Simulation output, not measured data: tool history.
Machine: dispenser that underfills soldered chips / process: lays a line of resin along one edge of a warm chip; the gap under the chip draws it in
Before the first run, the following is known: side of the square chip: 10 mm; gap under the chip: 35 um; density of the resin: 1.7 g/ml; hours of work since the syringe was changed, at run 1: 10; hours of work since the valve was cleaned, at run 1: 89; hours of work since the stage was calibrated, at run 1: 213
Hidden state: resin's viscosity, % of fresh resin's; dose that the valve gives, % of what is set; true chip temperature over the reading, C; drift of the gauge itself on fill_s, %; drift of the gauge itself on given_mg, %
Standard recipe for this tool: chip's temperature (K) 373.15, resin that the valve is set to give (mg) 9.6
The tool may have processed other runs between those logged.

run,hour,chip's temperature (K),resin that the valve is set to give (mg),hours of work since the syringe was changed,hours of work since the valve was cleaned,hours of work since the stage was calibrated,time until the resin shows at the far edge (s),resin that the valve gave (mg)
1,0,373.15,9.6,10,89,213,286.8,8.87
# hour 1.1: new syringe of resin
# hour 2.1: dispensing valve cleaned and set on the balance
2,12.4,373.15,9.6,8,8,221,246.4,9.46
# hour 16.7: new syringe of resin
3,21,373.15,12.17,3,14,228,169.3,11.99
# hour 31: new syringe of resin
4,32.9,376.15,9.6,1,23,236,136.3,9.52
# hour 45.2: new syringe of resin
5,46.8,376.15,9.6,1,33,247,129,9.28
# hour 58.5: new syringe of resin
6,58.6,376.15,9.6,0,42,256,119,9.3
# hour 72: new syringe of resin
7,74,372.15,9.6,2,54,267,157,9.25
# hour 85.4: new syringe of resin
8,88.5,373.15,8.35,2,65,278,161.2,8.02
# hour 98.7: new syringe of resin
9,103.8,373.15,11.97,4,76,289,176.3,11.23
10,110.8,373.15,11.97,9,81,295,267.9,11.31
# hour 113: new syringe of resin
11,118.3,373.15,11.82,4,87,300,179.2,11.03
# hour 121.8: dispensing valve cleaned and set on the balance
12,126.2,360.15,9.6,9,3,306,419.7,9.59
# hour 127.8: new syringe of resin
13,137.9,373.15,9.6,8,12,314,250.6,9.5
# hour 142.2: new syringe of resin
14,147.6,373.15,8.68,4,19,322,185.9,8.48
# hour 155.7: new syringe of resin
15,158.1,373.15,8.68,2,27,329,156,8.52
# hour 169.6: new syringe of resin
16,169.6,373.15,8.68,0,36,338,133.4,8.36
17,179.6,373.15,8.68,8,43,345,248.5,8.37
# hour 183.4: new syringe of resin
18,188.9,359.15,10.78,4,50,352,292.5,10.25
# hour 197.3: new syringe of resin
19,200.7,375.15,8.68,3,59,361,157.1,8.23
# hour 211.6: new syringe of resin
20,214.2,365.15,10.3,2,69,371,204.2,9.62
21,220.4,370.15,11.05,7,74,376,249.4,10.44
# hour 225.5: new syringe of resin
22,235,370.15,11.05,7,85,387,254.7,10.3
# hour 239.1: new syringe of resin
# hour 242.5: dispensing valve cleaned and set on the balance
23,247.2,362.15,8.32,5,4,395,300.2,8.31
# hour 253.5: new syringe of resin
24,261,362.15,8.32,6,14,405,314.1,8.24
# hour 267.2: new syringe of resin
25,272.1,362.15,8.32,4,22,414,262.9,8.13
# hour 280.9: new syringe of resin
26,280.9,374.15,9.6,0,29,420,128.6,9.48
27,291.3,384.15,9.83,8,37,428,175.8,9.58
# hour 294.9: new syringe of resin
28,301.1,384.15,9.83,5,44,435,138.7,9.5
# hour 309: new syringe of resin
29,310.9,384.15,10.71,1,51,443,106.8,10.29
30,320.8,369.15,9.76,9,59,450,318.1,9.47
# hour 322.3: new syringe of resin
31,333.8,359.15,9.74,9,68,460,434.9,9.24
# hour 336.2: new syringe of resin
32,348.6,359.15,9.74,9,79,471,456.6,9
# hour 349.7: new syringe of resin
# hour 362.2: dispensing valve cleaned and set on the balance
33,363.2,377.15,8.41,10,1,481,258.5,8.37
# hour 364.4: new syringe of resin
34,371.5,377.15,8.41,5,7,487,183.9,8.39

Take each entry between the runs: how does the hidden state at the last listed run before it differ from the hidden state at the first listed run after it?
Between runs 1 and 2: new syringe of resin (hour 1.1); dispensing valve cleaned and set on the balance (hour 2.1)
  resin's viscosity, % of fresh resin's: 217.7 -> 186.9; dose that the valve gives, % of what is set: 93.21 -> 99.27; true chip temperature over the reading, C: -0.59 -> -0.61
  what was measured, less what the result would be without the hidden state, time until the resin shows at the far edge (s): +158.9 -> +117.4; resin that the valve gave (mg): -0.65 -> -0.07
Between runs 2 and 3: new syringe of resin (hour 16.7)
  resin's viscosity, % of fresh resin's: 186.9 -> 129.8; dose that the valve gives, % of what is set: 99.27 -> 98.79; true chip temperature over the reading, C: -0.61 -> -0.64
  what was measured, less what the result would be without the hidden state, time until the resin shows at the far edge (s): +117.4 -> +41.4; resin that the valve gave (mg): -0.07 -> -0.15
Between runs 3 and 4: new syringe of resin (hour 31)
  resin's viscosity, % of fresh resin's: 129.8 -> 114.1; dose that the valve gives, % of what is set: 98.79 -> 98.14; true chip temperature over the reading, C: -0.64 -> -0.67
  what was measured, less what the result would be without the hidden state, time until the resin shows at the far edge (s): +41.4 -> +19.5; resin that the valve gave (mg): -0.15 -> -0.18
Between runs 4 and 5: new syringe of resin (hour 45.2)
  resin's viscosity, % of fresh resin's: 114.1 -> 107.5; dose that the valve gives, % of what is set: 98.14 -> 97.34; true chip temperature over the reading, C: -0.67 -> -0.7
  what was measured, less what the result would be without the hidden state, time until the resin shows at the far edge (s): +19.5 -> +12; resin that the valve gave (mg): -0.18 -> -0.26
Between runs 5 and 6: new syringe of resin (hour 58.5)
  resin's viscosity, % of fresh resin's: 107.5 -> 101.4; dose that the valve gives, % of what is set: 97.34 -> 96.65; true chip temperature over the reading, C: -0.7 -> -0.72
  what was measured, less what the result would be without the hidden state, time until the resin shows at the far edge (s): +12 -> +4.6; resin that the valve gave (mg): -0.26 -> -0.33
Between runs 6 and 7: new syringe of resin (hour 72)
  resin's viscosity, % of fresh resin's: 101.4 -> 114.7; dose that the valve gives, % of what is set: 96.65 -> 95.73; true chip temperature over the reading, C: -0.72 -> -0.76
  what was measured, less what the result would be without the hidden state, time until the resin shows at the far edge (s): +4.6 -> +24.1; resin that the valve gave (mg): -0.33 -> -0.41
Between runs 7 and 8: new syringe of resin (hour 85.4)
  resin's viscosity, % of fresh resin's: 114.7 -> 121; dose that the valve gives, % of what is set: 95.73 -> 94.91; true chip temperature over the reading, C: -0.76 -> -0.79
  what was measured, less what the result would be without the hidden state, time until the resin shows at the far edge (s): +24.1 -> +33; resin that the valve gave (mg): -0.41 -> -0.43
Between runs 8 and 9: new syringe of resin (hour 98.7)
  resin's viscosity, % of fresh resin's: 121 -> 136.1; dose that the valve gives, % of what is set: 94.91 -> 94.01; true chip temperature over the reading, C: -0.79 -> -0.83
  what was measured, less what the result would be without the hidden state, time until the resin shows at the far edge (s): +33 -> +50.5; resin that the valve gave (mg): -0.43 -> -0.71
Between runs 10 and 11: new syringe of resin (hour 113)
  resin's viscosity, % of fresh resin's: 208 -> 137.8; dose that the valve gives, % of what is set: 93.61 -> 93.18; true chip temperature over the reading, C: -0.85 -> -0.87
  what was measured, less what the result would be without the hidden state, time until the resin shows at the far edge (s): +142.7 -> +52.9; resin that the valve gave (mg): -0.76 -> -0.81
Between runs 11 and 12: dispensing valve cleaned and set on the balance (hour 121.8)
  resin's viscosity, % of fresh resin's: 137.8 -> 210.4; dose that the valve gives, % of what is set: 93.18 -> 99.43; true chip temperature over the reading, C: -0.87 -> -0.88
  what was measured, less what the result would be without the hidden state, time until the resin shows at the far edge (s): +52.9 -> +226.2; resin that the valve gave (mg): -0.81 -> -0.05
Between runs 12 and 13: new syringe of resin (hour 127.8)
  resin's viscosity, % of fresh resin's: 210.4 -> 188.4; dose that the valve gives, % of what is set: 99.43 -> 98.73; true chip temperature over the reading, C: -0.88 -> -0.91
  what was measured, less what the result would be without the hidden state, time until the resin shows at the far edge (s): +226.2 -> +121.3; resin that the valve gave (mg): -0.05 -> -0.12
Between runs 13 and 14: new syringe of resin (hour 142.2)
  resin's viscosity, % of fresh resin's: 188.4 -> 137.4; dose that the valve gives, % of what is set: 98.73 -> 98.17; true chip temperature over the reading, C: -0.91 -> -0.93
  what was measured, less what the result would be without the hidden state, time until the resin shows at the far edge (s): +121.3 -> +54.9; resin that the valve gave (mg): -0.12 -> -0.16
Between runs 14 and 15: new syringe of resin (hour 155.7)
  resin's viscosity, % of fresh resin's: 137.4 -> 116; dose that the valve gives, % of what is set: 98.17 -> 97.61; true chip temperature over the reading, C: -0.93 -> -0.96
  what was measured, less what the result would be without the hidden state, time until the resin shows at the far edge (s): +54.9 -> +26.3; resin that the valve gave (mg): -0.16 -> -0.21
Between runs 15 and 16: new syringe of resin (hour 169.6)
  resin's viscosity, % of fresh resin's: 116 -> 99.7; dose that the valve gives, % of what is set: 97.61 -> 96.92; true chip temperature over the reading, C: -0.96 -> -0.99
  what was measured, less what the result would be without the hidden state, time until the resin shows at the far edge (s): +26.3 -> +4.5; resin that the valve gave (mg): -0.21 -> -0.26
Between runs 17 and 18: new syringe of resin (hour 183.4)
  resin's viscosity, % of fresh resin's: 182.4 -> 139.4; dose that the valve gives, % of what is set: 96.33 -> 95.75; true chip temperature over the reading, C: -1.01 -> -1.03
  what was measured, less what the result would be without the hidden state, time until the resin shows at the far edge (s): +117.7 -> +90.7; resin that the valve gave (mg): -0.32 -> -0.46
Between runs 18 and 19: new syringe of resin (hour 197.3)
  resin's viscosity, % of fresh resin's: 139.4 -> 121.9; dose that the valve gives, % of what is set: 95.75 -> 95.02; true chip temperature over the reading, C: -1.03 -> -1.06
  what was measured, less what the result would be without the hidden state, time until the resin shows at the far edge (s): +90.7 -> +33.7; resin that the valve gave (mg): -0.46 -> -0.43
Between runs 19 and 20: new syringe of resin (hour 211.6)
  resin's viscosity, % of fresh resin's: 121.9 -> 117.5; dose that the valve gives, % of what is set: 95.02 -> 94.26; true chip temperature over the reading, C: -1.06 -> -1.09
  what was measured, less what the result would be without the hidden state, time until the resin shows at the far edge (s): +33.7 -> +37.6; resin that the valve gave (mg): -0.43 -> -0.59
Between runs 21 and 22: new syringe of resin (hour 225.5)
  resin's viscosity, % of fresh resin's: 171.4 -> 175.9; dose that the valve gives, % of what is set: 93.93 -> 93.09; true chip temperature over the reading, C: -1.11 -> -1.14
  what was measured, less what the result would be without the hidden state, time until the resin shows at the far edge (s): +109.6 -> +115.7; resin that the valve gave (mg): -0.67 -> -0.76
Between runs 22 and 23: new syringe of resin (hour 239.1); dispensing valve cleaned and set on the balance (hour 242.5)
  resin's viscosity, % of fresh resin's: 175.9 -> 151.5; dose that the valve gives, % of what is set: 93.09 -> 99.94; true chip temperature over the reading, C: -1.14 -> -1.17
  what was measured, less what the result would be without the hidden state, time until the resin shows at the far edge (s): +115.7 -> +109.8; resin that the valve gave (mg): -0.76 -> -0.01
Between runs 23 and 24: new syringe of resin (hour 253.5)
  resin's viscosity, % of fresh resin's: 151.5 -> 160.5; dose that the valve gives, % of what is set: 99.94 -> 99.17; true chip temperature over the reading, C: -1.17 -> -1.2
  what was measured, less what the result would be without the hidden state, time until the resin shows at the far edge (s): +109.8 -> +126.5; resin that the valve gave (mg): -0.01 -> -0.07
Between runs 24 and 25: new syringe of resin (hour 267.2)
  resin's viscosity, % of fresh resin's: 160.5 -> 133.9; dose that the valve gives, % of what is set: 99.17 -> 98.54; true chip temperature over the reading, C: -1.2 -> -1.22
  what was measured, less what the result would be without the hidden state, time until the resin shows at the far edge (s): +126.5 -> +75.3; resin that the valve gave (mg): -0.07 -> -0.13
Between runs 25 and 26: new syringe of resin (hour 280.9)
  resin's viscosity, % of fresh resin's: 133.9 -> 99.1; dose that the valve gives, % of what is set: 98.54 -> 98.04; true chip temperature over the reading, C: -1.22 -> -1.24
  what was measured, less what the result would be without the hidden state, time until the resin shows at the far edge (s): +75.3 -> +4.1; resin that the valve gave (mg): -0.13 -> -0.19
Between runs 27 and 28: new syringe of resin (hour 294.9)
  resin's viscosity, % of fresh resin's: 186.8 -> 145.8; dose that the valve gives, % of what is set: 97.4 -> 96.78; true chip temperature over the reading, C: -1.27 -> -1.29
  what was measured, less what the result would be without the hidden state, time until the resin shows at the far edge (s): +85.2 -> +47.4; resin that the valve gave (mg): -0.25 -> -0.31
Between runs 28 and 29: new syringe of resin (hour 309)
  resin's viscosity, % of fresh resin's: 145.8 -> 113; dose that the valve gives, % of what is set: 96.78 -> 96.21; true chip temperature over the reading, C: -1.29 -> -1.32
  what was measured, less what the result would be without the hidden state, time until the resin shows at the far edge (s): +47.4 -> +16.1; resin that the valve gave (mg): -0.31 -> -0.4
Between runs 30 and 31: new syringe of resin (hour 322.3)
  resin's viscosity, % of fresh resin's: 206.4 -> 202.4; dose that the valve gives, % of what is set: 95.58 -> 94.78; true chip temperature over the reading, C: -1.34 -> -1.37
  what was measured, less what the result would be without the hidden state, time until the resin shows at the far edge (s): +171.4 -> +231.2; resin that the valve gave (mg): -0.43 -> -0.5
Between runs 31 and 32: new syringe of resin (hour 336.2)
  resin's viscosity, % of fresh resin's: 202.4 -> 214.7; dose that the valve gives, % of what is set: 94.78 -> 93.83; true chip temperature over the reading, C: -1.37 -> -1.41
  what was measured, less what the result would be without the hidden state, time until the resin shows at the far edge (s): +231.2 -> +255.7; resin that the valve gave (mg): -0.5 -> -0.6
Between runs 32 and 33: new syringe of resin (hour 349.7); dispensing valve cleaned and set on the balance (hour 362.2)
  resin's viscosity, % of fresh resin's: 214.7 -> 214.5; dose that the valve gives, % of what is set: 93.83 -> 100.04; true chip temperature over the reading, C: -1.41 -> -1.44
  what was measured, less what the result would be without the hidden state, time until the resin shows at the far edge (s): +255.7 -> +143.5; resin that the valve gave (mg): -0.6 -> +0
Between runs 33 and 34: new syringe of resin (hour 364.4)
  resin's viscosity, % of fresh resin's: 214.5 -> 153; dose that the valve gives, % of what is set: 100.04 -> 99.59; true chip temperature over the reading, C: -1.44 -> -1.46
  what was measured, less what the result would be without the hidden state, time until the resin shows at the far edge (s): +143.5 -> +69.2; resin that the valve gave (mg): +0 -> -0.03
